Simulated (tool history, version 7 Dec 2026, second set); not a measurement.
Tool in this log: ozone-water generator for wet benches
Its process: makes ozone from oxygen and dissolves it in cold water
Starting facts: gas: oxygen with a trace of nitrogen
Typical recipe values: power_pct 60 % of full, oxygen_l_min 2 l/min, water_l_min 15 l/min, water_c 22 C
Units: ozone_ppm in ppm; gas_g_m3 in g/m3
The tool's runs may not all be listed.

| run | hour | power_pct | oxygen_l_min | water_l_min | water_c | ozone_ppm | gas_g_m3 |
|---|---|---|---|---|---|---|---|
| 1 | 0 | 60 | 2 | 15 | 22 | 14.5 | 209.8 |
| 2 | 34.5 | 60 | 2 | 15 | 22 | 14.6 | 206.7 |
| 3 | 78.7 | 60 | 2 | 15 | 22 | 14.5 | 206.8 |
| 4 | 119.7 | 60 | 2 | 15 | 22 | 14.6 | 207.7 |
| 5 | 157 | 60 | 2 | 15 | 22 | 14.4 | 210.9 |
| 6 | 207.6 | 60 | 2 | 15 | 22 | 14.6 | 209.6 |

Run 7, settings as shown, results not yet in. Your forecast:
| 7 | 264.5 | 60 | 2 | 15 | 22 | ? | ? |

Run 7 produced ozone_ppm 14.5 ppm, gas_g_m3 208.9 g/m3.
Minus the tool's unlogged condition, the same run would have read ozone_ppm 15.8 ppm, gas_g_m3 216 g/m3.

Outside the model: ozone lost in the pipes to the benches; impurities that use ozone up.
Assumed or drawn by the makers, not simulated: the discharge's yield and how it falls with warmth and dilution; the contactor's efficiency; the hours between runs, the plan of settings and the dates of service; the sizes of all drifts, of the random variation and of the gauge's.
